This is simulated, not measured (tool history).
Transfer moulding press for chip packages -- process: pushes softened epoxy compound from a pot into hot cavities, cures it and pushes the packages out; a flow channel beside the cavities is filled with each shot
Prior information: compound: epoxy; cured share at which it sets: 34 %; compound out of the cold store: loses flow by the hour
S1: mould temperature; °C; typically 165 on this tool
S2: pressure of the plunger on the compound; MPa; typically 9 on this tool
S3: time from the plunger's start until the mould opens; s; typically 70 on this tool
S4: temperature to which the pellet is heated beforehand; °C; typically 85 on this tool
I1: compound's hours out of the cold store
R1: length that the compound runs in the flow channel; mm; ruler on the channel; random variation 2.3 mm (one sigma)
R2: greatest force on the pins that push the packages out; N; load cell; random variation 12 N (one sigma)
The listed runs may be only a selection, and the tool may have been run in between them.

run     day   S1    S2   S3  S4    I1   R1    R2
  1       0  165     9   70  85  19.3  707   595
  2   2.975  165     9   70  85    11  717   970
      5.167  -- mould's thermocouples calibrated
      5.229  -- cavities cleaned with cleaning compound and waxed
  3   5.258  165     9   70  85  40.6  655   599
  4   8.379  162     9   70  85  31.7  674  1140
     10.392  -- cavities cleaned with cleaning compound and waxed
  5  10.925  162     9   70  85  30.2  669   858
     12.529  -- mould's thermocouples calibrated, once more
  6  14.275  165     9   70  85  34.3  643   851
     15.642  -- cavities cleaned with cleaning compound and waxed
  7  16.379  165     9   70  85  33.7  642   672
      16.95  -- plunger's sealing rings changed
  8  20.017  165     9   70  85  47.7  636   879
     21.054  -- cavities cleaned with cleaning compound and waxed
  9   23.15  165     9   70  85  11.7  706   852
     26.421  -- cavities cleaned with cleaning compound and waxed
 10  26.617  164     9   70  85  46.6  633   644
 11  28.238  165     9   70  85    16  688   829
     31.788  -- cavities cleaned with cleaning compound and waxed
 12  31.838  165     9   70  85  41.6  628   578
     33.812  -- plunger's sealing rings changed
 13  34.471  165     9   70  85  11.9  718   874
 14  36.642  165     9   70  85  20.2  693   961
     37.162  -- cavities cleaned with cleaning compound and waxed
 15  38.404  167     9   97  84  14.1  702   441
     42.408  -- cavities cleaned with cleaning compound and waxed
 16  42.408  167     9   97  84   9.9  699   317
 17  45.112  162     9   59  84  40.8  644  1611
     47.554  -- cavities cleaned with cleaning compound and waxed
 18  48.779  165     9   62  84  23.8  661  1050
     50.588  -- plunger's sealing rings changed
 19  50.588  170     9   70  85  14.8  700   612
     53.042  -- cavities cleaned with cleaning compound and waxed
 20  53.262  162  7.35   70  89  19.1  641   812
 21  55.912  162  7.35   70  89  14.3  641  1132
     58.208  -- cavities cleaned with cleaning compound and waxed
 22  59.562  172  7.05  101  81  43.1  548   407
 23  62.204  172  7.05  101  81  36.9  553   510

Estimate the outcome of run 24 from the log above:
     63.496  -- cavities cleaned with cleaning compound and waxed
     64.412  -- mould's thermocouples calibrated
 24  65.95  172  7.05  101  81  36.4   ?   ?

R1: 546 mm
R2: 472 N
The same run, on a tool lacking any hidden state, would have yielded R1 575 mm, R2 324 N.

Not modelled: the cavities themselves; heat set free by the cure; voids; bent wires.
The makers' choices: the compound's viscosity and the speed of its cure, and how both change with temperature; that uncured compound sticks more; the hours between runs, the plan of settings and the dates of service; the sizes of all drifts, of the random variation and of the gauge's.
